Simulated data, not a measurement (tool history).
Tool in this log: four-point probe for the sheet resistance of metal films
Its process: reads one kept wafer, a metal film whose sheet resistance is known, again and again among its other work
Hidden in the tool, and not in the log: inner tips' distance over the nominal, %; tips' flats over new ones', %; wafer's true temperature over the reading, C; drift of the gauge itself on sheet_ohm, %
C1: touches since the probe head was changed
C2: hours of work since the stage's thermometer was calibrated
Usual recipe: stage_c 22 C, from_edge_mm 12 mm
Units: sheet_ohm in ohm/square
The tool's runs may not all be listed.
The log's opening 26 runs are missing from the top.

Run 27, day 25.008: usual settings but stage_c 35 C, from_edge_mm 7 mm; C1 31713; C2 95. Result: sheet_ohm 0.054980 ohm/square.
Run 28, day 26.204: usual settings but stage_c 26 C, from_edge_mm 7 mm; C1 32594; C2 108. Result: sheet_ohm 0.055620 ohm/square.
Run 29, day 26.921: usual settings but stage_c 18 C, from_edge_mm 25 mm; C1 33123; C2 116. Result: sheet_ohm 0.056023 ohm/square.
Run 30, day 27.488: usual settings but stage_c 18 C, from_edge_mm 25 mm; C1 33542; C2 123. Result: sheet_ohm 0.056037 ohm/square.
Run 31, day 28.125: usual settings but stage_c 18 C, from_edge_mm 25 mm; C1 34013; C2 130. Result: sheet_ohm 0.056024 ohm/square.
Run 32, day 28.871: usual settings but from_edge_mm 10 mm; C1 34560; C2 138. Result: sheet_ohm 0.055789 ohm/square.
Run 33, day 29.683: usual settings but stage_c 29 C, from_edge_mm 10 mm; C1 35162; C2 147. Result: sheet_ohm 0.055298 ohm/square.
Run 34, day 30.646: usual settings but stage_c 29 C, from_edge_mm 4 mm; C1 35871; C2 158. Result: sheet_ohm 0.055913 ohm/square.
Run 35, day 31.408: usual settings but stage_c 29 C, from_edge_mm 4 mm; C1 36432; C2 166. Result: sheet_ohm 0.055939 ohm/square.
Run 36, day 32.279: usual settings but stage_c 23 C, from_edge_mm 61 mm; C1 37075; C2 176. Result: sheet_ohm 0.055647 ohm/square.
Run 37, day 32.862: usual settings but from_edge_mm 28 mm; C1 37505; C2 182. Result: sheet_ohm 0.055738 ohm/square.
Run 38, day 33.475: usual settings but from_edge_mm 28 mm; C1 37955; C2 189. Result: sheet_ohm 0.055731 ohm/square.
Run 39, day 34.112: usual settings but from_edge_mm 25 mm; C1 38426; C2 196. Result: sheet_ohm 0.055726 ohm/square.
Run 40, day 35.283: usual settings but from_edge_mm 25 mm; C1 39292; C2 209. Result: sheet_ohm 0.055747 ohm/square.
Run 41, day 36.071: usual settings but from_edge_mm 14 mm; C1 39870; C2 218. Result: sheet_ohm 0.055787 ohm/square.
Run 42, day 36.742: usual settings but from_edge_mm 27 mm; C1 40366; C2 225. Result: sheet_ohm 0.055737 ohm/square.
Run 43, day 37.629: usual settings but stage_c 25 C; C1 41020; C2 235. Result: sheet_ohm 0.055578 ohm/square.
Run 44, day 38.779: usual settings but stage_c 19 C; C1 41869; C2 248. Result: sheet_ohm 0.056052 ohm/square.

Forecast each of these 4 alternatives for the next run:
Run A, day 39.900: usual settings; C1 42695; C2 260. Result: sheet_ohm ?.
Run B, day 39.900: usual settings but stage_c 30 C, from_edge_mm 62 mm; C1 42695; C2 260. Result: sheet_ohm ?.
Run C, day 39.900: usual settings but stage_c 20 C; C1 42695; C2 260. Result: sheet_ohm ?.
Run D, day 39.900: usual settings but stage_c 34 C, from_edge_mm 68 mm; C1 42695; C2 260. Result: sheet_ohm ?.

run  sheet_ohm
  A   0.055815
  B   0.055138
  C   0.055970
  D   0.054861
Without the tool's unlogged condition, the same runs would have read:
run  sheet_ohm
  A   0.055554
  B   0.054879
  C   0.055708
  D   0.054603

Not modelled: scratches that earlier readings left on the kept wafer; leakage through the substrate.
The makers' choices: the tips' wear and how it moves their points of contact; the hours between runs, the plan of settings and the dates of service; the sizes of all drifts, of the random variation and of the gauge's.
